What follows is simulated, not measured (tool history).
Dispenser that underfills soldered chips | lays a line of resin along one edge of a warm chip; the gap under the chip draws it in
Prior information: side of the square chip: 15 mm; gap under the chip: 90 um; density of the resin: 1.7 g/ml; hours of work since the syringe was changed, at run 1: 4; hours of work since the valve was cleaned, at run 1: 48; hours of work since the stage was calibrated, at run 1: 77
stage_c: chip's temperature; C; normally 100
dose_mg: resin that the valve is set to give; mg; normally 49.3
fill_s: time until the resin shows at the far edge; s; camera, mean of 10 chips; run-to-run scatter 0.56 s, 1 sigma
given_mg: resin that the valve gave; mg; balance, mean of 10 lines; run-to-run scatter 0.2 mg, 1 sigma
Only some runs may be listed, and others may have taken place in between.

run,hour,stage_c,dose_mg,hours of work since the syringe was changed,hours of work since the valve was cleaned,hours of work since the stage was calibrated,fill_s,given_mg
1,0,100,49.3,4,48,77,65,47.22
# hour 1.5: new syringe of resin
2,3.1,100,49.3,1,50,79,50.1,46.7
3,7.1,100,49.3,4,53,82,62.3,46.75
# hour 9.1: new syringe of resin
4,11.5,109,49.3,2,56,85,36.5,46.97
5,15.6,100,49.3,5,59,88,66.3,46.41
# hour 16.7: new syringe of resin
6,19.2,111,49.3,2,61,90,32.8,46.31
7,22.5,112,49.3,4,64,93,37.7,46.06
# hour 24.2: new syringe of resin
8,27.8,112,49.3,3,67,96,32.9,45.97
# hour 31.9: new syringe of resin
9,33.5,100,49.3,1,71,100,52.9,45.57
10,37,100,49.3,4,73,102,61.1,45.64
# hour 39.6: new syringe of resin
11,42.3,100,49.3,2,77,106,55.1,45.92
# hour 47.2: new syringe of resin
12,47.9,100,49.3,0,81,110,51,45.29
13,51.7,100,49.3,3,83,112,61.7,45.09
# hour 54.9: new syringe of resin
14,56.8,100,49.3,1,87,116,54.7,45.19
15,59,100,49.3,3,88,117,59.9,45.05
# hour 62.6: new syringe of resin
16,64.1,100,49.3,1,92,121,52,45.01
17,68.1,100,49.3,4,95,124,63.9,44.63
# hour 70.2: new syringe of resin
18,73.3,100,49.1,2,98,127,58.1,44.64
19,77.2,91,63.9,5,101,130,99.2,57.61
# hour 77.8: new syringe of resin
20,82.1,108,52,3,104,133,41.6,46.62
# hour 85.4: new syringe of resin
21,85.8,103,54.4,0,107,136,42.1,48.49
22,88.9,99,63.1,2,109,138,56.7,56.41
# hour 93: new syringe of resin
23,93.9,93,47.9,1,112,141,72.5,42.44
24,99.3,107,44.4,4,116,145,50.4,39.2
# hour 100.7: new syringe of resin
25,103.8,96,44.4,2,119,148,72.8,39.51
# hour 108.5: new syringe of resin
26,109.2,113,63,1,122,151,27.9,55.49
27,111.9,94,47.9,2,124,153,77.7,42.25
28,114.9,107,47,5,126,155,50.7,41.28
# hour 116.3: new syringe of resin
29,119.8,87,59.8,3,130,159,104.7,52.06
30,122.6,103,49.3,4,132,161,59.3,42.69
# hour 123.8: new syringe of resin
31,128.2,103,48.6,3,135,164,54.2,42.08
# hour 131.2: new syringe of resin
32,133.3,86,55.9,1,139,168,107.1,48.36
# hour 138: dispensing valve cleaned and set on the balance
# hour 139.8: new syringe of resin
33,139.8,100,57.9,0,1,172,47.7,57.64
34,143.1,88,57.4,2,3,174,98.8,57.15

4 options for the next run, each taken on its own from the tool as it stands now. Forecast them:
A,146.4,95,49.3,5,6,176,?,?
B,146.4,93,50.6,5,6,176,?,?
C,146.4,86,43.6,5,6,176,?,?
D,146.4,93,57.4,5,6,176,?,?

run,fill_s,given_mg
A,83.8,48.75
B,91.5,50.39
C,135,43.47
D,89.6,57.38
Had the tool no hidden state, the same runs would have come out as:
run,fill_s,given_mg
A,58.9,48.92
B,64.3,50.56
C,94.8,43.61
D,62.9,57.57
